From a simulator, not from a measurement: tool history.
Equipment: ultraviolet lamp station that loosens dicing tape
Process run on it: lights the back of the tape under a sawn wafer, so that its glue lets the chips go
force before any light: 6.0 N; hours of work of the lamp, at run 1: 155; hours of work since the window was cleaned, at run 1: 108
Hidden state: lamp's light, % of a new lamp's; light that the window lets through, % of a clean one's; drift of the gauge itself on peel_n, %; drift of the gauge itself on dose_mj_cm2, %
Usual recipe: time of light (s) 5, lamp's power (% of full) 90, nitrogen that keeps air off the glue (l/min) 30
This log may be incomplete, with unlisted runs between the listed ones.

| run | hour | time of light (s) | lamp's power (% of full) | nitrogen that keeps air off the glue (l/min) | hours of work of the lamp | hours of work since the window was cleaned | force that peels the tape off (N) | light that reached the tape (mJ/cm2) |
|---|---|---|---|---|---|---|---|---|
| 1 | 0.0 | 5 | 90 | 30 | 155 | 108 | 0.390 | 485 |
| 2 | 32.1 | 5 | 90 | 30 | 178 | 131 | 0.440 | 472 |
| 3 | 69.6 | 5 | 90 | 30 | 205 | 158 | 0.444 | 459 |
| 4 | 106.4 | 5 | 90 | 30 | 231 | 185 | 0.466 | 447 |
| 5 | 131.2 | 5 | 90 | 30 | 249 | 202 | 0.496 | 441 |
|  | 134.6 | window cleaned of glue's vapour |
| 6 | 149.1 | 5 | 90 | 19 | 261 | 10 | 0.777 | 409 |
| 7 | 183.9 | 5 | 90 | 19 | 286 | 35 | 0.870 | 399 |
| 8 | 200.0 | 4 | 90 | 19 | 298 | 47 | 1.243 | 313 |
| 9 | 221.3 | 5 | 63 | 30 | 313 | 62 | 1.258 | 269 |
|  | 225.1 | window cleaned of glue's vapour, once more |
| 10 | 248.2 | 2 | 63 | 30 | 332 | 17 | 2.757 | 126 |
| 11 | 270.8 | 2 | 63 | 30 | 349 | 33 | 2.934 | 133 |
| 12 | 295.1 | 2 | 63 | 30 | 366 | 50 | 2.982 | 122 |
| 13 | 331.7 | 5 | 71 | 30 | 392 | 77 | 0.838 | 337 |
| 14 | 364.7 | 3 | 71 | 30 | 416 | 100 | 1.904 | 201 |
| 15 | 398.3 | 10 | 90 | 30 | 440 | 124 | 0.133 | 815 |
| 16 | 432.3 | 10 | 90 | 30 | 465 | 149 | 0.141 | 795 |
| 17 | 463.8 | 10 | 90 | 30 | 487 | 172 | 0.144 | 773 |
| 18 | 479.7 | 10 | 90 | 30 | 499 | 183 | 0.140 | 767 |
| 19 | 498.3 | 6 | 90 | 30 | 512 | 196 | 0.454 | 455 |
|  | 509.7 | window cleaned of glue's vapour |
| 20 | 516.2 | 6 | 90 | 30 | 525 | 5 | 0.371 | 500 |
| 21 | 550.2 | 6 | 90 | 30 | 549 | 29 | 0.407 | 481 |
| 22 | 586.7 | 5 | 90 | 30 | 575 | 55 | 0.633 | 394 |

Expected results for the next run?
| 23 | 613.6 | 5 | 90 | 30 | 595 | 75 | ? | ? |

Run 23 gave force that peels the tape off (N) 0.643, light that reached the tape (mJ/cm2) 385.
With no hidden state in the tool, this same run would have given force that peels the tape off (N) 0.275, light that reached the tape (mJ/cm2) 565.
